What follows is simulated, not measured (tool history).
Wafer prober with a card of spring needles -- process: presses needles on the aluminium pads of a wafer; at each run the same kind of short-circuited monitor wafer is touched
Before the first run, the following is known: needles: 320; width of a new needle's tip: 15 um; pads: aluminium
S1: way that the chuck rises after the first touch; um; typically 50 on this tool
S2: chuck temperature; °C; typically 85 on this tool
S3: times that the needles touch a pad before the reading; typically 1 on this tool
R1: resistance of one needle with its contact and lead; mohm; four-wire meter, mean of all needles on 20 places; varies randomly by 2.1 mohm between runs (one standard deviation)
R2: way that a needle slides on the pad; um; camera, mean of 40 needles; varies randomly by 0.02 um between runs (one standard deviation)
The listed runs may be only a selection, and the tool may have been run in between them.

Run 1, hour 0: usual settings. Result: R1 226 mohm, R2 6.13 um.
At hour 18.4: tips cleaned on abrasive film.
At hour 36.9: tips cleaned on abrasive film.
Run 2, hour 44.2: usual settings. Result: R1 226 mohm, R2 6.18 um.
At hour 56.3: tips cleaned on abrasive film.
At hour 75.1: tips cleaned on abrasive film.
Run 3, hour 80.1: usual settings. Result: R1 225 mohm, R2 6.17 um.
At hour 91.8: tips cleaned on abrasive film.
Run 4, hour 107: usual settings. Result: R1 225 mohm, R2 6.14 um.
At hour 109.7: tips cleaned on abrasive film.
At hour 125.8: tips cleaned on abrasive film.
At hour 145.6: tips cleaned on abrasive film.
Run 5, hour 150.8: usual settings. Result: R1 224 mohm, R2 6.14 um.
At hour 157.2: height of the first contact set anew.
At hour 164.3: tips cleaned on abrasive film.
Run 6, hour 179.6: usual settings but S2 30 °C. Result: R1 211 mohm, R2 6.2 um.
At hour 183.6: tips cleaned on abrasive film.
At hour 201.6: tips cleaned on abrasive film.
Run 7, hour 213.7: usual settings but S2 30 °C. Result: R1 210 mohm, R2 6.16 um.
At hour 217.8: tips cleaned on abrasive film.
At hour 235.1: tips cleaned on abrasive film.
Run 8, hour 248: usual settings but S2 32 °C. Result: R1 210 mohm, R2 6.15 um.
At hour 252: tips cleaned on abrasive film.
At hour 269: tips cleaned on abrasive film.
At hour 286.2: tips cleaned on abrasive film.
Run 9, hour 293.5: usual settings. Result: R1 225 mohm, R2 6.13 um.
At hour 303.8: tips cleaned on abrasive film.
At hour 320.8: tips cleaned on abrasive film.
Run 10, hour 326.6: usual settings. Result: R1 226 mohm, R2 6.13 um.
At hour 337.9: tips cleaned on abrasive film.
Run 11, hour 348.4: usual settings. Result: R1 229 mohm, R2 6.21 um.
At hour 355.7: tips cleaned on abrasive film.
At hour 371.9: tips cleaned on abrasive film.
Run 12, hour 371.9: usual settings. Result: R1 225 mohm, R2 6.17 um.
At hour 388.7: tips cleaned on abrasive film.
At hour 405.9: tips cleaned on abrasive film.
Run 13, hour 413.3: usual settings. Result: R1 226 mohm, R2 6.19 um.
At hour 423.3: tips cleaned on abrasive film.
At hour 439.7: tips cleaned on abrasive film.
Run 14, hour 447: usual settings but S3 3. Result: R1 227 mohm, R2 6.21 um.
At hour 456.7: tips cleaned on abrasive film.
Run 15, hour 467.8: usual settings but S3 3. Result: R1 224 mohm, R2 6.22 um.
At hour 472.6: height of the first contact set anew.
At hour 475: tips cleaned on abrasive film.
At hour 491.1: tips cleaned on abrasive film.
At hour 507.7: tips cleaned on abrasive film.
Run 16, hour 507.7: usual settings but S2 36 °C, S3 3. Result: R1 211 mohm, R2 6.21 um.
At hour 526.9: tips cleaned on abrasive film.
At hour 543: tips cleaned on abrasive film.
Run 17, hour 543: usual settings but S2 36 °C, S3 3. Result: R1 208 mohm, R2 6.15 um.
At hour 559.6: tips cleaned on abrasive film.
At hour 577.1: tips cleaned on abrasive film.
Run 18, hour 582.6: usual settings but S1 61 um, S2 36 °C, S3 3. Result: R1 205 mohm, R2 7.54 um.
At hour 595.5: tips cleaned on abrasive film.
At hour 614.9: tips cleaned on abrasive film.
At hour 632.8: tips cleaned on abrasive film.
Run 19, hour 634.1: usual settings but S2 53 °C, S3 2. Result: R1 218 mohm, R2 6.21 um.
At hour 650.4: tips cleaned on abrasive film.
At hour 667.1: tips cleaned on abrasive film.
Run 20, hour 667.1: usual settings but S2 53 °C, S3 2. Result: R1 217 mohm, R2 6.22 um.
At hour 684.5: tips cleaned on abrasive film.
At hour 701.7: tips cleaned on abrasive film.
Run 21, hour 717.2: usual settings but S2 53 °C, S3 2. Result: R1 217 mohm, R2 6.22 um.
At hour 719.4: tips cleaned on abrasive film.
At hour 738: tips cleaned on abrasive film.
Run 22, hour 753.6: usual settings but S2 49 °C, S3 3. Result: R1 212 mohm, R2 6.25 um.
At hour 756.2: tips cleaned on abrasive film.
At hour 774.4: tips cleaned on abrasive film.
Run 23, hour 774.9: usual settings but S1 43 um. Result: R1 231 mohm, R2 5.36 um.
At hour 788.8: height of the first contact set anew.
At hour 792.9: tips cleaned on abrasive film.
At hour 810.4: tips cleaned on abrasive film.
Run 24, hour 824.4: usual settings but S1 43 um. Result: R1 231 mohm, R2 5.36 um.
At hour 827.8: tips cleaned on abrasive film.
At hour 844.8: tips cleaned on abrasive film.
Run 25, hour 846.2: usual settings but S2 91 °C. Result: R1 226 mohm, R2 6.22 um.
At hour 861.3: tips cleaned on abrasive film.
At hour 878.9: tips cleaned on abrasive film.
At hour 895.3: tips cleaned on abrasive film.
Run 26, hour 896.2: usual settings but S2 91 °C. Result: R1 226 mohm, R2 6.25 um.
At hour 912.1: tips cleaned on abrasive film.
Run 27, hour 925.8: usual settings but S2 91 °C. Result: R1 225 mohm, R2 6.21 um.
At hour 928.4: tips cleaned on abrasive film.
At hour 946.8: tips cleaned on abrasive film.
Run 28, hour 961.4: usual settings but S2 91 °C. Result: R1 230 mohm, R2 6.22 um.
At hour 963.6: tips cleaned on abrasive film.
At hour 979.5: tips cleaned on abrasive film.
At hour 997.4: tips cleaned on abrasive film.
Run 29, hour 1000.8: usual settings but S1 48 um, S2 26 °C. Result: R1 210 mohm, R2 5.99 um.

5 ways to go on from here, each from the tool as it stands after run 29. What would each give?
At hour 1015.4: tips cleaned on abrasive film.
At hour 1032: tips cleaned on abrasive film.
Run A, hour 1043.9: usual settings but S1 48 um, S2 26 °C, S3 3. Result: R1 ?, R2 ?.
At hour 1015.4: tips cleaned on abrasive film.
At hour 1032: tips cleaned on abrasive film.
Run B, hour 1043.9: usual settings but S1 48 um, S2 26 °C. Result: R1 ?, R2 ?.
At hour 1015.4: tips cleaned on abrasive film.
At hour 1032: tips cleaned on abrasive film.
Run C, hour 1043.9: usual settings but S1 52 um, S2 26 °C. Result: R1 ?, R2 ?.
At hour 1015.4: tips cleaned on abrasive film.
At hour 1032: tips cleaned on abrasive film.
Run D, hour 1043.9: usual settings but S1 48 um, S2 26 °C, S3 2. Result: R1 ?, R2 ?.
At hour 1015.4: tips cleaned on abrasive film.
At hour 1032: tips cleaned on abrasive film.
Run E, hour 1043.9: usual settings but S1 48 um, S2 26 °C. Result: R1 ?, R2 ?.

run   R1    R2
  A  209  5.99
  B  212  5.96
  C  208   6.5
  D  210  5.99
  E  213  5.97
With the hidden condition removed and each run's random variation left untouched, the same runs would have given:
run   R1    R2
  A  208  5.89
  B  211  5.86
  C  208  6.39
  D  210  5.89
  E  213  5.87

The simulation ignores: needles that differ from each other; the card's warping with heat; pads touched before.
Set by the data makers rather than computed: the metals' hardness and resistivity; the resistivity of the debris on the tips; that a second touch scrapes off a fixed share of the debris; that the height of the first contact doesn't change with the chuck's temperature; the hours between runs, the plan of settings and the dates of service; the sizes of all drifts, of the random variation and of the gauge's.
